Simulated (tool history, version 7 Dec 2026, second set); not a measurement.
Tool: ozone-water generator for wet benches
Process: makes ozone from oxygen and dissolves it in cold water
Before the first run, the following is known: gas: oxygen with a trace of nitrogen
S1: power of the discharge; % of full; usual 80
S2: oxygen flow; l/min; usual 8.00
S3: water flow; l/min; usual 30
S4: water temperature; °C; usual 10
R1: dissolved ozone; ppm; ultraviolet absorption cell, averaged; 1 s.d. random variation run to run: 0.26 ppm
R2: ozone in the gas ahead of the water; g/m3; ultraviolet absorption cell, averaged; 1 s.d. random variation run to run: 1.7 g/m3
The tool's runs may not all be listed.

{"run": 1, "hour": 0.0, "S1": 80, "S2": 8.0, "S3": 30, "S4": 10, "R1": 38.1, "R2": 316.9}
{"run": 2, "hour": 66.2, "S1": 80, "S2": 8.0, "S3": 43, "S4": 10, "R1": 28.0, "R2": 316.6}
{"run": 3, "hour": 125.5, "S1": 80, "S2": 8.0, "S3": 30, "S4": 10, "R1": 38.5, "R2": 313.7}
{"run": 4, "hour": 173.4, "S1": 80, "S2": 8.0, "S3": 30, "S4": 5, "R1": 40.6, "R2": 315.3}
{"hour": 219.7, "done": "water thermometer calibrated"}
{"run": 5, "hour": 224.5, "S1": 80, "S2": 8.0, "S3": 30, "S4": 5, "R1": 40.6, "R2": 313.8}
{"run": 6, "hour": 285.8, "S1": 80, "S2": 8.0, "S3": 30, "S4": 5, "R1": 40.1, "R2": 314.0}
{"run": 7, "hour": 359.6, "S1": 80, "S2": 8.0, "S3": 30, "S4": 5, "R1": 40.2, "R2": 312.8}
{"run": 8, "hour": 402.6, "S1": 84, "S2": 8.0, "S3": 30, "S4": 10, "R1": 40.2, "R2": 330.5}
{"run": 9, "hour": 473.5, "S1": 84, "S2": 8.0, "S3": 44, "S4": 10, "R1": 28.4, "R2": 329.3}
{"run": 10, "hour": 551.2, "S1": 84, "S2": 8.0, "S3": 44, "S4": 10, "R1": 28.5, "R2": 327.8}
{"run": 11, "hour": 630.8, "S1": 84, "S2": 8.0, "S3": 44, "S4": 10, "R1": 28.6, "R2": 326.2}
{"run": 12, "hour": 715.5, "S1": 80, "S2": 12.94, "S3": 40, "S4": 10, "R1": 29.4, "R2": 228.7}
{"run": 13, "hour": 784.8, "S1": 80, "S2": 12.94, "S3": 40, "S4": 10, "R1": 29.3, "R2": 231.5}
{"run": 14, "hour": 861.5, "S1": 57, "S2": 12.94, "S3": 28, "S4": 10, "R1": 28.0, "R2": 168.3}
{"run": 15, "hour": 925.3, "S1": 57, "S2": 12.94, "S3": 28, "S4": 10, "R1": 27.8, "R2": 169.9}
{"run": 16, "hour": 976.4, "S1": 86, "S2": 9.07, "S3": 30, "S4": 6, "R1": 42.4, "R2": 310.6}
{"run": 17, "hour": 1038.4, "S1": 68, "S2": 7.81, "S3": 28, "S4": 10, "R1": 34.8, "R2": 274.8}

What if the next run were any one of these 3? Each begins from the tool's condition after run 17:
{"run": "A", "hour": 1123.6, "S1": 80, "S2": 8.51, "S3": 18, "S4": 10, "R1": "?", "R2": "?"}
{"run": "B", "hour": 1123.6, "S1": 41, "S2": 7.81, "S3": 42, "S4": 13, "R1": "?", "R2": "?"}
{"run": "C", "hour": 1123.6, "S1": 41, "S2": 4.39, "S3": 28, "S4": 6, "R1": "?", "R2": "?"}

run=A R1=54.0 R2=299.5
run=B R1=14.8 R2=175.2
run=C R1=22.4 R2=251.7
Stripped of hidden state, with their random variation kept, the same runs would have yielded:
run=A R1=56.4 R2=302.3
run=B R1=15.6 R2=175.9
run=C R1=23.4 R2=252.8
